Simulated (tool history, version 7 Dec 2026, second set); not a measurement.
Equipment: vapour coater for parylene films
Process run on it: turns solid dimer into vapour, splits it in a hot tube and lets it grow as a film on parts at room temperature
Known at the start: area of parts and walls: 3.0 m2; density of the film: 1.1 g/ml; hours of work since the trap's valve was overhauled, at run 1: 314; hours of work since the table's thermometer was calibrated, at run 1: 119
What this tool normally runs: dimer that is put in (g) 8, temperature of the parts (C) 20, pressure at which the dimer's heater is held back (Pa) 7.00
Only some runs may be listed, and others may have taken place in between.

run   hour  dimer that is put in (g)  temperature of the parts (C)  pressure at which the dimer's heater is held back (Pa)  hours of work since the trap's valve was overhauled  hours of work since the table's thermometer was calibrated  thickness of the film (um)
  1    0.0                         8                            20                                                    7.00                                                  314                                                         119                        1.52
  2   19.9                         8                            20                                                    7.00                                                  325                                                         130                        1.52
  3   39.8                         8                            20                                                    7.00                                                  337                                                         142                        1.56
  4   51.6                         4                            20                                                    7.00                                                  343                                                         148                        0.79
  5   63.3                         4                            20                                                   11.67                                                  350                                                         155                        0.72
  6   72.9                         4                            20                                                   11.67                                                  355                                                         160                        0.71
  7   84.2                         4                            20                                                   11.67                                                  362                                                         167                        0.69
  8   92.4                         4                            20                                                   11.67                                                  366                                                         171                        0.73
  9  109.1                         4                            20                                                   11.67                                                  376                                                         181                        0.70
 10  128.1                         4                            20                                                   11.67                                                  387                                                         191                        0.71
 11  143.6                         8                            20                                                   11.83                                                  395                                                         200                        1.38
 12  160.9                         5                            20                                                    7.00                                                  405                                                         210                        0.95
 13  171.1                         5                            20                                                    7.00                                                  411                                                         216                        0.96
     182.4  -- trap's valve overhauled
 14  187.0                         7                            20                                                    7.00                                                    3                                                         223                        1.43
 15  201.6                         7                            20                                                    7.00                                                   11                                                         231                        1.43
 16  211.6                         7                            20                                                    7.00                                                   17                                                         236                        1.40
 17  227.2                         7                            16                                                    5.38                                                   25                                                         245                        1.58
 18  238.0                        13                            25                                                    4.71                                                   31                                                         251                        2.53
 19  257.2                         8                            13                                                    3.37                                                   42                                                         262                        2.16
 20  269.3                         5                            13                                                    7.00                                                   49                                                         269                        1.17
 21  287.8                         8                            22                                                    2.39                                                   60                                                         279                        1.88
 22  306.7                         5                            22                                                    2.39                                                   70                                                         290                        1.19
 23  317.0                         8                            13                                                    2.10                                                   76                                                         296                        2.39
 24  328.8                        13                            18                                                    3.10                                                   83                                                         303                        3.23
 25  338.3                         8                            31                                                   11.44                                                   88                                                         308                        1.14
 26  349.2                         8                            20                                                    6.49                                                   94                                                         314                        1.63

What if the next run were any one of these 4? Each begins from the tool's condition after run 26:
  A  359.9                         5                            30                                                    5.42                                                  100                                                         320                           ?
  B  359.9                         8                            21                                                    6.49                                                  100                                                         320                           ?
  C  359.9                        10                            30                                                    4.25                                                  100                                                         320                           ?
  D  359.9                         9                            17                                                    7.00                                                  100                                                         320                           ?

run  thickness of the film (um)
  A                        0.85
  B                        1.56
  C                        1.76
  D                        1.92
Stripped of hidden state, with their random variation kept, the same runs would have yielded:
run  thickness of the film (um)
  A                        0.87
  B                        1.60
  C                        1.80
  D                        1.96
